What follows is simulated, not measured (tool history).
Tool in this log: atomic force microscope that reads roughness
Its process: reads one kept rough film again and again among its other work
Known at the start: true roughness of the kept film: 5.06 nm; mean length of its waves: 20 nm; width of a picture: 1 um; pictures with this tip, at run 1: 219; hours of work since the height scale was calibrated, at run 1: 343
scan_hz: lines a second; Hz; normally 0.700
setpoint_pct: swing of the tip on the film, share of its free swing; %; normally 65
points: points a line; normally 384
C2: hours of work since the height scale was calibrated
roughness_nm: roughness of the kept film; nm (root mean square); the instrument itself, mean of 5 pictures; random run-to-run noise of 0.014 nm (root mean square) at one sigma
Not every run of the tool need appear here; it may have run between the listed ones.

{"run": 1, "hour": 0.0, "scan_hz": 0.7, "setpoint_pct": 65, "points": 384, "pictures with this tip": 219, "C2": 343, "roughness_nm": 2.05}
{"run": 2, "hour": 14.2, "scan_hz": 0.7, "setpoint_pct": 65, "points": 384, "pictures with this tip": 244, "C2": 353, "roughness_nm": 1.989}
{"run": 3, "hour": 34.0, "scan_hz": 0.7, "setpoint_pct": 65, "points": 384, "pictures with this tip": 280, "C2": 368, "roughness_nm": 1.857}
{"run": 4, "hour": 52.6, "scan_hz": 0.7, "setpoint_pct": 65, "points": 783, "pictures with this tip": 313, "C2": 382, "roughness_nm": 1.801}
{"run": 5, "hour": 72.7, "scan_hz": 0.7, "setpoint_pct": 65, "points": 783, "pictures with this tip": 349, "C2": 398, "roughness_nm": 1.682}
{"hour": 89.5, "done": "new tip fitted"}
{"run": 6, "hour": 89.5, "scan_hz": 0.7, "setpoint_pct": 65, "points": 384, "pictures with this tip": 0, "C2": 410, "roughness_nm": 3.216}
{"run": 7, "hour": 107.4, "scan_hz": 0.7, "setpoint_pct": 65, "points": 384, "pictures with this tip": 33, "C2": 423, "roughness_nm": 2.951}
{"run": 8, "hour": 124.0, "scan_hz": 0.7, "setpoint_pct": 65, "points": 384, "pictures with this tip": 62, "C2": 436, "roughness_nm": 2.745}
{"run": 9, "hour": 140.2, "scan_hz": 0.7, "setpoint_pct": 65, "points": 384, "pictures with this tip": 91, "C2": 448, "roughness_nm": 2.587}
{"run": 10, "hour": 153.0, "scan_hz": 0.7, "setpoint_pct": 65, "points": 384, "pictures with this tip": 114, "C2": 458, "roughness_nm": 2.439}
{"run": 11, "hour": 167.6, "scan_hz": 0.7, "setpoint_pct": 65, "points": 384, "pictures with this tip": 140, "C2": 469, "roughness_nm": 2.305}
{"run": 12, "hour": 183.9, "scan_hz": 0.7, "setpoint_pct": 61, "points": 384, "pictures with this tip": 170, "C2": 481, "roughness_nm": 2.215}
{"run": 13, "hour": 194.8, "scan_hz": 0.587, "setpoint_pct": 58, "points": 340, "pictures with this tip": 189, "C2": 490, "roughness_nm": 2.124}
{"run": 14, "hour": 203.5, "scan_hz": 1.39, "setpoint_pct": 66, "points": 299, "pictures with this tip": 205, "C2": 496, "roughness_nm": 1.994}
{"run": 15, "hour": 219.9, "scan_hz": 2.526, "setpoint_pct": 66, "points": 299, "pictures with this tip": 234, "C2": 509, "roughness_nm": 1.841}
{"run": 16, "hour": 240.0, "scan_hz": 2.526, "setpoint_pct": 66, "points": 299, "pictures with this tip": 270, "C2": 524, "roughness_nm": 1.74}
{"run": 17, "hour": 254.2, "scan_hz": 0.545, "setpoint_pct": 65, "points": 384, "pictures with this tip": 296, "C2": 535, "roughness_nm": 1.806}
{"run": 18, "hour": 270.0, "scan_hz": 2.283, "setpoint_pct": 65, "points": 634, "pictures with this tip": 324, "C2": 547, "roughness_nm": 1.651}
{"run": 19, "hour": 281.5, "scan_hz": 1.839, "setpoint_pct": 76, "points": 688, "pictures with this tip": 345, "C2": 555, "roughness_nm": 1.571}

Selected run-to-run steps in roughness_nm, each split into two signed amounts: the part the tool would show with no hidden state at all (from settings, incoming material and random variation), and the remainder, which goes to the hidden state together with any gauge scatter not common to the measured and the hidden-state-free results:
The hidden state here: radius of the tip, nm; height scale over the true one, %; drift of the gauge itself on roughness_nm, %.
Run 5 -> 6: points 783 -> 384, new tip fitted. roughness_nm +1.534 nm (root mean square): hidden state +1.532, all else +0.002.
